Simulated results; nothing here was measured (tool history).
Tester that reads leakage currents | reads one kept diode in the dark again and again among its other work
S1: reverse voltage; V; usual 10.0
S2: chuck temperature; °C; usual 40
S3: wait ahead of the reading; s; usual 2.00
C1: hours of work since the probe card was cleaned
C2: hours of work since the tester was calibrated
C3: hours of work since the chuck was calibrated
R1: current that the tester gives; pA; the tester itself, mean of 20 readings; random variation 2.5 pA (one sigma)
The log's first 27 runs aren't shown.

| run | hour | S1 | S2 | S3 | C1 | C2 | C3 | R1 |
|---|---|---|---|---|---|---|---|---|
| 28 | 1026.1 | 9.0 | 56 | 1.22 | 2721 | 2153 | 1797 | 2954.83 |
| 29 | 1064.0 | 1.9 | 29 | 1.13 | 2748 | 2179 | 1823 | 128.78 |
| 30 | 1103.5 | 1.1 | 55 | 2.00 | 2775 | 2207 | 1850 | 904.20 |
| 31 | 1138.1 | 1.1 | 55 | 2.00 | 2799 | 2230 | 1874 | 902.32 |
| 32 | 1168.2 | 1.1 | 55 | 2.00 | 2820 | 2251 | 1895 | 899.05 |
| 33 | 1198.8 | 1.1 | 55 | 2.00 | 2841 | 2273 | 1916 | 904.12 |
|  | 1234.5 | chuck's temperature calibrated |
| 34 | 1254.8 | 1.1 | 55 | 0.58 | 2878 | 2310 | 14 | 955.25 |
| 35 | 1283.0 | 9.0 | 50 | 0.62 | 2898 | 2329 | 34 | 1914.65 |
| 36 | 1321.7 | 7.5 | 32 | 0.62 | 2925 | 2356 | 60 | 373.56 |
| 37 | 1367.5 | 8.1 | 32 | 0.62 | 2956 | 2388 | 92 | 388.91 |
|  | 1394.4 | probe card cleaned and baked |
| 38 | 1413.1 | 8.1 | 32 | 0.62 | 13 | 2417 | 122 | 375.98 |

Run 39 comes next. What will it give?
| 39 | 1448.1 | 12.5 | 40 | 0.95 | 37 | 2442 | 146 | ? |

R1: 961.43 pA
Without the tool's hidden state the same run would have given R1 948.73 pA.

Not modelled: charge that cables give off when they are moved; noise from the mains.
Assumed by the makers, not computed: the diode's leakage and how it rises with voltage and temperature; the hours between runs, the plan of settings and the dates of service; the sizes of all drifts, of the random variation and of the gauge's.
